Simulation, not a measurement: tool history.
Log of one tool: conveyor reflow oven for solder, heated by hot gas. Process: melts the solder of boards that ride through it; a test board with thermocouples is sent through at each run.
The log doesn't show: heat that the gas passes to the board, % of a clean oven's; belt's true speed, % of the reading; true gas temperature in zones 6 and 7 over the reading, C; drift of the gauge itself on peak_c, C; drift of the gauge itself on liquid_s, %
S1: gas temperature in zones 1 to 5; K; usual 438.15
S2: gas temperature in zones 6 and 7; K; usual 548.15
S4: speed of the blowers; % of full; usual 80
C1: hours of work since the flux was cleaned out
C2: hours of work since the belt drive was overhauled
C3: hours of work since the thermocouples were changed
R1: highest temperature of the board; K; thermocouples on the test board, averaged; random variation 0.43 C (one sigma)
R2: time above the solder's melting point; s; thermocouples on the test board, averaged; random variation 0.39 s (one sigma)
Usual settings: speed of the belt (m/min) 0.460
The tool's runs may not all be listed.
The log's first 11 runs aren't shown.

Run 12, hour 105.6: usual settings; C1 304; C2 120; C3 15. Result: R1 529.65 K, R2 67.2 s.
Run 13, hour 116.9: usual settings; C1 311; C2 126; C3 21. Result: R1 529.75 K, R2 68.1 s.
Run 14, hour 125.0: usual settings but S2 551.15 K; C1 316; C2 131; C3 26. Result: R1 531.95 K, R2 68.9 s.
Run 15, hour 133.5: usual settings; C1 321; C2 136; C3 31. Result: R1 529.65 K, R2 67.5 s.
Run 16, hour 138.9: usual settings; C1 324; C2 139; C3 34. Result: R1 529.25 K, R2 67.9 s.
Run 17, hour 150.2: usual settings but S1 449.15 K, S2 543.15 K; C1 330; C2 146; C3 41. Result: R1 527.55 K, R2 70.3 s.
Run 18, hour 160.0: usual settings but S1 449.15 K, S2 543.15 K; C1 336; C2 151; C3 47. Result: R1 526.45 K, R2 70.1 s.
Run 19, hour 170.8: usual settings but S1 429.15 K, S2 543.15 K; C1 342; C2 158; C3 53. Result: R1 523.65 K, R2 58.9 s.
Run 20, hour 179.5: usual settings but S1 429.15 K, S2 543.15 K, speed of the belt (m/min) 0.508, S4 74 % of full; C1 347; C2 163; C3 58. Result: R1 517.55 K, R2 46.6 s.
Run 21, hour 190.3: usual settings but S1 437.15 K, S2 547.15 K; C1 354; C2 169; C3 64. Result: R1 527.75 K, R2 65.4 s.
Run 22, hour 200.1: usual settings but S1 425.15 K, S2 543.15 K, S4 77 % of full; C1 359; C2 175; C3 70. Result: R1 520.85 K, R2 55.3 s.
Run 23, hour 209.5: usual settings but S1 425.15 K, S2 543.15 K, S4 77 % of full; C1 365; C2 180; C3 76. Result: R1 521.05 K, R2 55.4 s.
Run 24, hour 216.9: usual settings but S1 435.15 K, S2 546.15 K, speed of the belt (m/min) 0.421, S4 81 % of full; C1 369; C2 185; C3 80. Result: R1 529.85 K, R2 73.5 s.
Run 25, hour 226.8: usual settings but S1 435.15 K, S2 562.15 K, speed of the belt (m/min) 0.421, S4 81 % of full; C1 375; C2 190; C3 86. Result: R1 543.75 K, R2 83.7 s.
Run 26, hour 232.5: usual settings but speed of the belt (m/min) 0.476, S4 68 % of full; C1 378; C2 194; C3 89. Result: R1 524.85 K, R2 59.9 s.
Run 27, hour 239.2: usual settings but S1 424.15 K, S2 554.15 K, speed of the belt (m/min) 0.513, S4 52 % of full; C1 382; C2 198; C3 93. Result: R1 515.75 K, R2 41.2 s.
Run 28, hour 249.7: usual settings but S1 424.15 K, S2 554.15 K, speed of the belt (m/min) 0.513, S4 52 % of full; C1 388; C2 204; C3 99. Result: R1 515.25 K, R2 41.7 s.
Run 29, hour 259.5: usual settings but S1 432.15 K; C1 394; C2 209; C3 105. Result: R1 527.55 K, R2 63.7 s.
Run 30, hour 270.9: usual settings but S1 441.15 K, S2 555.15 K, speed of the belt (m/min) 0.457, S4 77 % of full; C1 401; C2 216; C3 111. Result: R1 534.55 K, R2 72.3 s.
Run 31, hour 282.0: usual settings but S1 437.15 K, S2 558.15 K, speed of the belt (m/min) 0.463, S4 73 % of full; C1 407; C2 223; C3 118. Result: R1 534.25 K, R2 70.7 s.

Forecast each of these 3 alternatives for the next run:
Run A, hour 293.2: usual settings but S1 435.15 K, S2 558.15 K, speed of the belt (m/min) 0.463, S4 84 % of full; C1 414; C2 229; C3 124. Result: R1 ?, R2 ?.
Run B, hour 293.2: usual settings but S1 437.15 K, S2 550.15 K, speed of the belt (m/min) 0.400, S4 86 % of full; C1 414; C2 229; C3 124. Result: R1 ?, R2 ?.
Run C, hour 293.2: usual settings but S2 550.15 K; C1 414; C2 229; C3 124. Result: R1 ?, R2 ?.

run      R1    R2
  A  536.95  71.8
  B  536.05  83.0
  C  529.65  67.7
Without the tool's hidden state the same runs would have given:
run      R1    R2
  A  541.95  75.4
  B  539.95  86.4
  C  534.15  71.8

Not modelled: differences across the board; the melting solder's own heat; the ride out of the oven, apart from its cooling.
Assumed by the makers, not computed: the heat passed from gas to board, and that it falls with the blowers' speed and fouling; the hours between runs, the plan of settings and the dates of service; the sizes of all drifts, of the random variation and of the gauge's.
